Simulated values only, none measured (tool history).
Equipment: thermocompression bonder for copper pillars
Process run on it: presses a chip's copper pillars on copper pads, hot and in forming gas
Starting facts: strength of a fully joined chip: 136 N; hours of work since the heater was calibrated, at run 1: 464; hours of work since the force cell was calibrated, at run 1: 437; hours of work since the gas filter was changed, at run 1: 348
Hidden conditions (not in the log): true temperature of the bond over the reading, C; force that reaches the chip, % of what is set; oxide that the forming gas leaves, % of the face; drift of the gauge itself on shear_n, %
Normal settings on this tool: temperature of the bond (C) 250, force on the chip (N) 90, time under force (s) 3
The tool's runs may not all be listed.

| run | hour | temperature of the bond (C) | force on the chip (N) | time under force (s) | hours of work since the heater was calibrated | hours of work since the force cell was calibrated | hours of work since the gas filter was changed | force that shears a chip off (N) |
|---|---|---|---|---|---|---|---|---|
| 1 | 0 | 250 | 90 | 3 | 464 | 437 | 348 | 56.7 |
| 2 | 12.2 | 250 | 90 | 3 | 473 | 446 | 357 | 56.5 |
| 3 | 25.7 | 250 | 90 | 3 | 483 | 456 | 367 | 56.8 |
| 4 | 38.5 | 250 | 90 | 3 | 493 | 465 | 377 | 56.5 |
| 5 | 51.8 | 250 | 90 | 3 | 502 | 475 | 387 | 56.5 |
| 6 | 58.5 | 233 | 90 | 3 | 507 | 480 | 392 | 44.4 |
| 7 | 66.1 | 250 | 90 | 3 | 513 | 486 | 398 | 56.3 |
| 8 | 73.6 | 250 | 90 | 3 | 519 | 491 | 403 | 56.3 |
| 9 | 83.5 | 250 | 90 | 3 | 526 | 499 | 410 | 57.1 |
| 10 | 98.1 | 250 | 90 | 3 | 537 | 510 | 421 | 56.8 |
| 11 | 106.6 | 250 | 90 | 3 | 543 | 516 | 428 | 56.4 |
| 12 | 115.2 | 250 | 90 | 3 | 550 | 522 | 434 | 56.5 |
|  | 117.9 | force cell calibrated |
| 13 | 126.8 | 258 | 90 | 3 | 557 | 7 | 442 | 63.1 |
| 14 | 140.4 | 258 | 90 | 3 | 567 | 17 | 452 | 62.5 |
| 15 | 149.9 | 244 | 104 | 3 | 574 | 24 | 459 | 59.1 |
| 16 | 161.8 | 244 | 104 | 3 | 583 | 33 | 468 | 59.5 |
|  | 164.3 | force cell calibrated, once more |
| 17 | 174.8 | 264 | 69 | 4 | 592 | 8 | 476 | 58.3 |
| 18 | 181.3 | 264 | 77 | 3 | 597 | 13 | 481 | 56.8 |
| 19 | 192.1 | 264 | 77 | 3 | 605 | 21 | 489 | 57.1 |
|  | 199.1 | forming gas filter changed |
| 20 | 202.3 | 264 | 77 | 3 | 612 | 28 | 2 | 61.8 |
| 21 | 208.4 | 250 | 120 | 5 | 616 | 32 | 7 | 88.1 |
| 22 | 219.9 | 250 | 120 | 5 | 625 | 41 | 16 | 89.3 |
| 23 | 226.6 | 264 | 56 | 8 | 630 | 46 | 20 | 67.7 |
| 24 | 235 | 222 | 64 | 3 | 636 | 52 | 27 | 27.5 |
| 25 | 245.1 | 222 | 64 | 3 | 644 | 60 | 34 | 27.6 |
| 26 | 253.4 | 250 | 100 | 3 | 650 | 66 | 40 | 65.7 |
| 27 | 263.3 | 223 | 100 | 7 | 657 | 73 | 48 | 61.7 |

Selected run-to-run steps in force that shears a chip off (N), each split into two signed amounts: the part the tool would show with no hidden state at all (from settings, incoming material and random variation), and the remainder, which goes to the hidden state together with any gauge scatter not common to the measured and the hidden-state-free results:
Run 16 -> 17: temperature of the bond (C) 244 -> 264, force on the chip (N) 104 -> 69, time under force (s) 3 -> 4, force cell calibrated, once more. force that shears a chip off (N) -1.2: hidden state -1.8, all else +0.6.
Run 19 -> 20: forming gas filter changed. force that shears a chip off (N) +4.7: hidden state +4.8, all else -0.1.
Run 23 -> 24: temperature of the bond (C) 264 -> 222, force on the chip (N) 56 -> 64, time under force (s) 8 -> 3. force that shears a chip off (N) -40.2: hidden state -1.4, all else -38.8.
Run 25 -> 26: temperature of the bond (C) 222 -> 250, force on the chip (N) 64 -> 100. force that shears a chip off (N) +38.1: hidden state +1.5, all else +36.6.
